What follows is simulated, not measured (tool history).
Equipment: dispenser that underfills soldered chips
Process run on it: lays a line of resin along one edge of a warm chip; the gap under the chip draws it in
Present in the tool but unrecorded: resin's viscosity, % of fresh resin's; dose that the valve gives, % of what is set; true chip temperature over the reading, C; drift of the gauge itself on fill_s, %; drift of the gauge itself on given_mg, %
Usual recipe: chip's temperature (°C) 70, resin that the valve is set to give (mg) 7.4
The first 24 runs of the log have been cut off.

run,hour,chip's temperature (°C),resin that the valve is set to give (mg),hours of work since the syringe was changed,hours of work since the valve was cleaned,hours of work since the stage was calibrated,time until the resin shows at the far edge (s),resin that the valve gave (mg)
# hour 294.5: new syringe of resin
25,298.3,59,9.27,2,28,439,250.5,9.01
# hour 306: new syringe of resin
26,306.6,69,7.01,0,33,444,135.4,6.77
# hour 317.8: new syringe of resin
27,317.8,61,6.49,0,40,451,211.3,6.24
# hour 329.6: new syringe of resin
# hour 330.6: dispensing valve cleaned and set on the balance
28,332.2,64,6.56,1,1,459,195.3,6.63
29,339.4,64,6.56,6,6,464,268.8,6.61
# hour 342.3: new syringe of resin
30,350.2,63,7.36,5,12,471,264.7,7.22
# hour 354.6: new syringe of resin
31,364.2,62,8.01,6,21,480,299.4,7.82
# hour 367: new syringe of resin
32,374.4,62,8.01,5,28,486,264.5,7.93
# hour 378.4: new syringe of resin
33,383.9,62,6.98,4,33,492,255.2,6.86
# hour 389.7: new syringe of resin
34,397.1,62,6.98,5,42,500,276,6.7
# hour 401.5: new syringe of resin
# hour 407.7: dispensing valve cleaned and set on the balance
35,410.9,62,6.98,5,2,508,284,6.95

Predict each of these 3 candidate next runs independently; none follows another, all start after run 35:
# hour 413.9: new syringe of resin
A,418.2,64,8.95,3,7,513,?,?
# hour 413.9: new syringe of resin
B,418.2,64,8.64,3,7,513,?,?
# hour 413.9: new syringe of resin
C,418.2,83,6.98,3,7,513,?,?

run,time until the resin shows at the far edge (s),resin that the valve gave (mg)
A,207.6,8.95
B,207.7,8.64
C,79.7,6.89
With the hidden condition removed and each run's random variation left untouched, the same runs would have given:
run,time until the resin shows at the far edge (s),resin that the valve gave (mg)
A,145.9,9.01
B,145.9,8.7
C,56.9,6.94
